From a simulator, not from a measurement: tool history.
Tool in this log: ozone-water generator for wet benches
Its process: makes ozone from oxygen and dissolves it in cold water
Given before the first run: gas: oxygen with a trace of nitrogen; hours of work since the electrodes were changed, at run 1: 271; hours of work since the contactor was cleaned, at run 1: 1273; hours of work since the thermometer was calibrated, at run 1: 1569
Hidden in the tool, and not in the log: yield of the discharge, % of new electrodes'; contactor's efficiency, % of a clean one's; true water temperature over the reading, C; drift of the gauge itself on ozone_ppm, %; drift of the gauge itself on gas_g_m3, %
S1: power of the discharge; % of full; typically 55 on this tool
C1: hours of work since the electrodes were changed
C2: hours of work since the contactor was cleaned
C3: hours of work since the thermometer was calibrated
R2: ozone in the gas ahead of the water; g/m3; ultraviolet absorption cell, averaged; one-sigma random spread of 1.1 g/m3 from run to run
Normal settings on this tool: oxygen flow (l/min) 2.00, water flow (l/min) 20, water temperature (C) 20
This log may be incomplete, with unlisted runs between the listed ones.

run 1 hour=0.0 | S1=55 oxygen_flow_(l/min)=2.00 water_flow_(l/min)=20 water_temperature_(C)=20 | C1=271 C2=1273 C3=1569 | dissolved_ozone_(ppm)=11.8 R2=191.5
run 2 hour=40.3 | S1=55 oxygen_flow_(l/min)=2.00 water_flow_(l/min)=20 water_temperature_(C)=20 | C1=298 C2=1301 C3=1596 | dissolved_ozone_(ppm)=12.0 R2=192.6
run 3 hour=65.7 | S1=66 oxygen_flow_(l/min)=2.00 water_flow_(l/min)=20 water_temperature_(C)=20 | C1=316 C2=1318 C3=1614 | dissolved_ozone_(ppm)=13.2 R2=215.3
run 4 hour=109.1 | S1=55 oxygen_flow_(l/min)=2.00 water_flow_(l/min)=20 water_temperature_(C)=18 | C1=345 C2=1347 C3=1643 | dissolved_ozone_(ppm)=12.0 R2=193.1
run 5 hour=161.3 | S1=55 oxygen_flow_(l/min)=2.00 water_flow_(l/min)=20 water_temperature_(C)=20 | C1=381 C2=1383 C3=1678 | dissolved_ozone_(ppm)=12.1 R2=191.3
run 6 hour=191.5 | S1=55 oxygen_flow_(l/min)=2.00 water_flow_(l/min)=20 water_temperature_(C)=20 | C1=401 C2=1403 C3=1699 | dissolved_ozone_(ppm)=11.7 R2=191.0
run 7 hour=246.8 | S1=55 oxygen_flow_(l/min)=2.00 water_flow_(l/min)=20 water_temperature_(C)=15 | C1=438 C2=1441 C3=1736 | dissolved_ozone_(ppm)=12.3 R2=190.5
run 8 hour=279.3 | S1=55 oxygen_flow_(l/min)=2.00 water_flow_(l/min)=20 water_temperature_(C)=15 | C1=461 C2=1463 C3=1759 | dissolved_ozone_(ppm)=12.3 R2=190.3
run 9 hour=310.4 | S1=55 oxygen_flow_(l/min)=2.00 water_flow_(l/min)=20 water_temperature_(C)=15 | C1=482 C2=1484 C3=1780 | dissolved_ozone_(ppm)=12.1 R2=190.7
run 10 hour=364.9 | S1=55 oxygen_flow_(l/min)=2.00 water_flow_(l/min)=20 water_temperature_(C)=15 | C1=519 C2=1521 C3=1817 | dissolved_ozone_(ppm)=12.3 R2=190.6
run 11 hour=397.2 | S1=93 oxygen_flow_(l/min)=2.00 water_flow_(l/min)=20 water_temperature_(C)=20 | C1=541 C2=1543 C3=1839 | dissolved_ozone_(ppm)=16.2 R2=259.0
run 12 hour=441.5 | S1=93 oxygen_flow_(l/min)=2.00 water_flow_(l/min)=20 water_temperature_(C)=20 | C1=571 C2=1573 C3=1869 | dissolved_ozone_(ppm)=16.1 R2=259.8
run 13 hour=485.4 | S1=93 oxygen_flow_(l/min)=2.00 water_flow_(l/min)=20 water_temperature_(C)=20 | C1=600 C2=1603 C3=1898 | dissolved_ozone_(ppm)=16.2 R2=259.9
run 14 hour=534.0 | S1=93 oxygen_flow_(l/min)=2.00 water_flow_(l/min)=20 water_temperature_(C)=20 | C1=633 C2=1635 C3=1931 | dissolved_ozone_(ppm)=16.3 R2=260.5
run 15 hour=575.8 | S1=93 oxygen_flow_(l/min)=2.00 water_flow_(l/min)=20 water_temperature_(C)=20 | C1=662 C2=1664 C3=1960 | dissolved_ozone_(ppm)=16.3 R2=256.6
run 16 hour=631.4 | S1=95 oxygen_flow_(l/min)=2.00 water_flow_(l/min)=20 water_temperature_(C)=20 | C1=699 C2=1702 C3=1997 | dissolved_ozone_(ppm)=16.6 R2=262.0
run 17 hour=657.5 | S1=77 oxygen_flow_(l/min)=2.68 water_flow_(l/min)=20 water_temperature_(C)=20 | C1=717 C2=1719 C3=2015 | dissolved_ozone_(ppm)=15.1 R2=191.0
run 18 hour=711.6 | S1=84 oxygen_flow_(l/min)=2.74 water_flow_(l/min)=15 water_temperature_(C)=12 | C1=754 C2=1756 C3=2052 | dissolved_ozone_(ppm)=22.1 R2=200.7
run 19 hour=759.2 | S1=55 oxygen_flow_(l/min)=2.34 water_flow_(l/min)=27 water_temperature_(C)=13 | C1=786 C2=1788 C3=2084 | dissolved_ozone_(ppm)=9.6 R2=170.9
run 20 hour=787.6 | S1=77 oxygen_flow_(l/min)=1.44 water_flow_(l/min)=25 water_temperature_(C)=24 | C1=805 C2=1808 C3=2103 | dissolved_ozone_(ppm)=10.5 R2=279.0
-- hour=815.9 gauge calibrated
run 21 hour=822.2 | S1=71 oxygen_flow_(l/min)=2.00 water_flow_(l/min)=29 water_temperature_(C)=20 | C1=829 C2=1831 C3=2127 | dissolved_ozone_(ppm)=9.7 R2=224.1
run 22 hour=868.4 | S1=53 oxygen_flow_(l/min)=2.00 water_flow_(l/min)=16 water_temperature_(C)=20 | C1=860 C2=1862 C3=2158 | dissolved_ozone_(ppm)=14.1 R2=186.7

What will run 23 give?
run 23 hour=928.2 | S1=45 oxygen_flow_(l/min)=1.39 water_flow_(l/min)=20 water_temperature_(C)=13 | C1=901 C2=1903 C3=2199 | dissolved_ozone_(ppm)=? R2=?

{"run 23": {"dissolved ozone (ppm)": 10.1, "R2": 208.7}}
With the hidden condition absent and the run-to-run variation left alone, this run would have shown dissolved ozone (ppm) 10.1, R2 209.6 g/m3.

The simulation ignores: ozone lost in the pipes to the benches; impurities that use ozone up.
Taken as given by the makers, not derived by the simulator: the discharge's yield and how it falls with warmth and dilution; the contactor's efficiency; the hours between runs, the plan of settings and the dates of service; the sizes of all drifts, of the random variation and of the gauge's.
